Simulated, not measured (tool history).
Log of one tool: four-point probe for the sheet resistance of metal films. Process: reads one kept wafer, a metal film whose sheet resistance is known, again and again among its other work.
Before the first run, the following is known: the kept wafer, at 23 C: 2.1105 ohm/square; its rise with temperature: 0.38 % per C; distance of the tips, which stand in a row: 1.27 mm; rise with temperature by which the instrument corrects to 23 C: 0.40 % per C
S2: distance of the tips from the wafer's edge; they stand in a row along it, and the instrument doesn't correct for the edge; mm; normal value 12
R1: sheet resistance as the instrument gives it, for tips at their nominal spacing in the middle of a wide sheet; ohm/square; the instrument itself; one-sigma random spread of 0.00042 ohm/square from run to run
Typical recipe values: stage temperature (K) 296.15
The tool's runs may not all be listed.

Run 1, hour 0: usual settings. Result: R1 2.101055 ohm/square.
Run 2, hour 86.8: usual settings but S2 3 mm. Result: R1 2.269757 ohm/square.
Run 3, hour 132.4: usual settings but stage temperature (K) 302.15. Result: R1 2.095544 ohm/square.
Run 4, hour 192: usual settings but stage temperature (K) 299.15. Result: R1 2.096369 ohm/square.
Run 5, hour 277.7: usual settings but S2 42 mm. Result: R1 2.086427 ohm/square.
Run 6, hour 354.6: usual settings but stage temperature (K) 299.15. Result: R1 2.094812 ohm/square.
Run 7, hour 457.4: usual settings but stage temperature (K) 299.15. Result: R1 2.094192 ohm/square.
At hour 472.4: new probe head fitted.
Run 8, hour 556.7: usual settings but stage temperature (K) 299.15. Result: R1 2.105951 ohm/square.
Run 9, hour 656.7: usual settings but stage temperature (K) 299.15. Result: R1 2.104858 ohm/square.
Run 10, hour 744.6: usual settings but stage temperature (K) 299.15. Result: R1 2.104207 ohm/square.
Run 11, hour 830.7: usual settings. Result: R1 2.104324 ohm/square.
Run 12, hour 937.2: usual settings. Result: R1 2.103756 ohm/square.
Run 13, hour 1010.8: usual settings. Result: R1 2.103042 ohm/square.
Run 14, hour 1081.4: usual settings. Result: R1 2.102343 ohm/square.
Run 15, hour 1151.5: usual settings but S2 73 mm. Result: R1 2.088792 ohm/square.
Run 16, hour 1245.7: usual settings. Result: R1 2.10024 ohm/square.
Run 17, hour 1309.2: usual settings but S2 13 mm. Result: R1 2.097207 ohm/square.
Run 18, hour 1377.1: usual settings but S2 13 mm. Result: R1 2.097439 ohm/square.
Run 19, hour 1428.7: usual settings but S2 17 mm. Result: R1 2.092255 ohm/square.
Run 20, hour 1527.3: usual settings but S2 6 mm. Result: R1 2.133981 ohm/square.
Run 21, hour 1638.8: usual settings but S2 6 mm. Result: R1 2.13331 ohm/square.
Run 22, hour 1730.6: usual settings but S2 6 mm. Result: R1 2.131549 ohm/square.
Run 23, hour 1780.2: usual settings but S2 6 mm. Result: R1 2.13112 ohm/square.
Run 24, hour 1827.9: usual settings but stage temperature (K) 301.15. Result: R1 2.09153 ohm/square.
Run 25, hour 1918: usual settings but stage temperature (K) 294.15, S2 4 mm. Result: R1 2.188837 ohm/square.
Run 26, hour 1978.9: usual settings but stage temperature (K) 297.15, S2 9 mm. Result: R1 2.102041 ohm/square.
Run 27, hour 2033.5: usual settings but stage temperature (K) 297.15, S2 9 mm. Result: R1 2.101396 ohm/square.
Run 28, hour 2099.6: usual settings but stage temperature (K) 299.15, S2 30 mm. Result: R1 2.079678 ohm/square.
Run 29, hour 2208.1: usual settings but stage temperature (K) 306.15, S2 5 mm. Result: R1 2.143349 ohm/square.
Run 30, hour 2257.2: usual settings but stage temperature (K) 298.15. Result: R1 2.088853 ohm/square.
At hour 2263.7: stage's thermometer calibrated.
Run 31, hour 2335.7: usual settings but stage temperature (K) 294.15, S2 33 mm. Result: R1 2.079392 ohm/square.
Run 32, hour 2440: usual settings but stage temperature (K) 305.15, S2 33 mm. Result: R1 2.072565 ohm/square.
Run 33, hour 2499.5: usual settings. Result: R1 2.085783 ohm/square.
Run 34, hour 2569.1: usual settings but stage temperature (K) 297.15. Result: R1 2.085051 ohm/square.
At hour 2617.7: stage's thermometer calibrated, once more.
At hour 2632.9: new probe head fitted.
Run 35, hour 2648.3: usual settings but stage temperature (K) 292.15, S2 11 mm. Result: R1 2.129197 ohm/square.
Run 36, hour 2698.6: usual settings but stage temperature (K) 295.15, S2 27 mm. Result: R1 2.114862 ohm/square.
Run 37, hour 2773.7: usual settings but stage temperature (K) 302.15, S2 3 mm. Result: R1 2.291325 ohm/square.
Run 38, hour 2878.6: usual settings but stage temperature (K) 294.15, S2 16 mm. Result: R1 2.117261 ohm/square.
Run 39, hour 2931: usual settings but stage temperature (K) 294.15, S2 16 mm. Result: R1 2.116337 ohm/square.
Run 40, hour 2984.6: usual settings but stage temperature (K) 294.15, S2 16 mm. Result: R1 2.116667 ohm/square.
Run 41, hour 3042.6: usual settings but stage temperature (K) 294.15, S2 16 mm. Result: R1 2.116033 ohm/square.
Run 42, hour 3149.1: usual settings but stage temperature (K) 292.15, S2 4 mm. Result: R1 2.21672 ohm/square.
Run 43, hour 3257: usual settings but stage temperature (K) 292.15, S2 6 mm. Result: R1 2.157547 ohm/square.

Hidden state or all else? Some run-to-run changes of R1, split into what the settings, what came in and random variation would give without the hidden state, and what is left for the hidden state (with any gauge scatter that isn't in both results):
Hidden state at play: inner tips' distance over the nominal, %; tips' flats over new ones', %; wafer's true temperature over the reading, C; drift of the gauge itself on sheet_ohm, %.
Run 1 -> 2: S2 12 -> 3. R1 +0.168702 ohm/square: hidden state -0.002664, all else +0.171366.
Run 2 -> 3: stage temperature (K) 296.15 -> 302.15, S2 3 -> 12. R1 -0.174213 ohm/square: hidden state +0.001406, all else -0.175619.
Run 7 -> 8: new probe head fitted. R1 +0.011759 ohm/square: hidden state +0.011825, all else -0.000066.
Run 34 -> 35: stage temperature (K) 297.15 -> 292.15, S2 12 -> 11, stage's thermometer calibrated, once more, new probe head fitted. R1 +0.044146 ohm/square: hidden state +0.038259, all else +0.005887.
Run 36 -> 37: stage temperature (K) 295.15 -> 302.15, S2 27 -> 3. R1 +0.176463 ohm/square: hidden state -0.000737, all else +0.1772.
Run 37 -> 38: stage temperature (K) 302.15 -> 294.15, S2 3 -> 16. R1 -0.174064 ohm/square: hidden state -0.001096, all else -0.172968.
